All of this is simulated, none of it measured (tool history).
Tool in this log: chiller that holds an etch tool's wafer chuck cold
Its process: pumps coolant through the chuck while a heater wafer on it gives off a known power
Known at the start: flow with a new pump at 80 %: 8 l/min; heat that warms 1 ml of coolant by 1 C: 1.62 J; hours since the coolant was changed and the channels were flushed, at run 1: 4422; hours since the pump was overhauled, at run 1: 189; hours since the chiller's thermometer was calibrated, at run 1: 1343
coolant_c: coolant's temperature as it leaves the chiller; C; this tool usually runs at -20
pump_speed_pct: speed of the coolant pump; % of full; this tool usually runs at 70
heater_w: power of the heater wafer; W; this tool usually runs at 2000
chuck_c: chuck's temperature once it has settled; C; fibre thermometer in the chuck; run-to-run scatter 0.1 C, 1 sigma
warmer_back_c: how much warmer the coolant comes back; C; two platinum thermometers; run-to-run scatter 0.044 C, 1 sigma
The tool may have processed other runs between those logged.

run    hour  coolant_c  pump_speed_pct  heater_w  hours since the coolant was changed and the channels were flushed  hours since the pump was overhauled  hours since the chiller's thermometer was calibrated  chuck_c  warmer_back_c
  1     0.0        -20              70      2000                                                               4422                                  189                                                  1343      9.1          10.64
  2    32.5        -20              70      2000                                                               4454                                  221                                                  1376      9.4          10.70
  3    55.1        -20              70      2000                                                               4477                                  244                                                  1398      9.3          10.64
  4    95.1        -20              70      2000                                                               4517                                  284                                                  1438      9.3          10.61
  5   121.8        -16              70      2000                                                               4544                                  311                                                  1465     13.5          10.72
  6   157.3        -20              70      2619                                                               4579                                  346                                                  1501     18.5          13.93
      184.3  -- coolant changed, channels flushed
  7   203.6        -20              82      2000                                                                 19                                  387                                                  1541      3.6           9.05
  8   243.7        -20              70      2000                                                                 59                                  427                                                  1581      6.2          10.69
  9   283.0        -20              70      2122                                                                 99                                  466                                                  1620      7.8          11.35
 10   322.5        -20              70      2122                                                                138                                  505                                                  1660      7.8          11.31
 11   353.5        -20              70      2122                                                                169                                  536                                                  1691      7.9          11.32
 12   400.4        -20              70      2122                                                                216                                  583                                                  1738      8.1          11.34
 13   441.8        -20              75      2000                                                                257                                  625                                                  1779      5.3           9.87
 14   482.4        -20              70      2000                                                                298                                  665                                                  1820      6.4          10.71
 15   509.9        -20              70      1750                                                                326                                  693                                                  1847      3.2           9.32
 16   534.9        -27              70      2000                                                                351                                  718                                                  1872     -0.4          10.71
 17   556.7        -27              70      2000                                                                372                                  740                                                  1894     -0.7          10.75
 18   601.1        -19              70      1110                                                                417                                  784                                                  1938     -4.2           5.91
 19   639.0        -11              79      1061                                                                455                                  822                                                  1976      2.3           5.01
 20   673.9        -11              79      1061                                                                490                                  857                                                  2011      2.3           5.02
 21   709.1        -22              70      1762                                                                525                                  892                                                  2046      1.5           9.49
 22   745.1        -15              76      1762                                                                561                                  928                                                  2082      7.3           8.66
 23   764.7        -15              79      2000                                                                580                                  948                                                  2102     10.0           9.62
 24   796.5        -15              79      2000                                                                612                                  979                                                  2134      9.9           9.52
 25   837.9        -20              74      2664                                                                654                                 1021                                                  2175     14.4          13.58
 26   870.0        -20              84      1503                                                                686                                 1053                                                  2207     -1.8           6.82
 27   901.7        -25              75      2727                                                                717                                 1085                                                  2239     10.1          13.72
 28   929.4        -20              85      1109                                                                745                                 1112                                                  2267     -6.6           4.94
 29   976.7        -20              98      2149                                                                792                                 1160                                                  2314      3.6           8.31
 30   999.3        -17              63      2149                                                                815                                 1182                                                  2337     13.9          12.94
 31  1024.6        -20              70      1246                                                                840                                 1208                                                  2362     -2.9           6.72

Consider 5 possible next runs. They are alternatives, not a sequence: every one starts from the tool as it was left by run 31. What does each give?
  A  1070.6        -16              89      2357                                                                886                                 1254                                                  2408        ?              ?
  B  1070.6        -17              60      1382                                                                886                                 1254                                                  2408        ?              ?
  C  1070.6        -12              70      2000                                                                886                                 1254                                                  2408        ?              ?
  D  1070.6        -27              70      2799                                                                886                                 1254                                                  2408        ?              ?
  E  1070.6        -14              70      1632                                                                886                                 1254                                                  2408        ?              ?

run  chuck_c  warmer_back_c
  A     11.5           9.95
  B      3.7           8.75
  C     15.1          10.88
  D     10.6          15.10
  E      8.1           8.81
With the hidden condition removed and each run's random variation left untouched, the same runs would have given:
run  chuck_c  warmer_back_c
  A     10.2           9.72
  B      2.7           8.55
  C     13.8          10.62
  D      9.0          14.75
  E      7.0           8.60
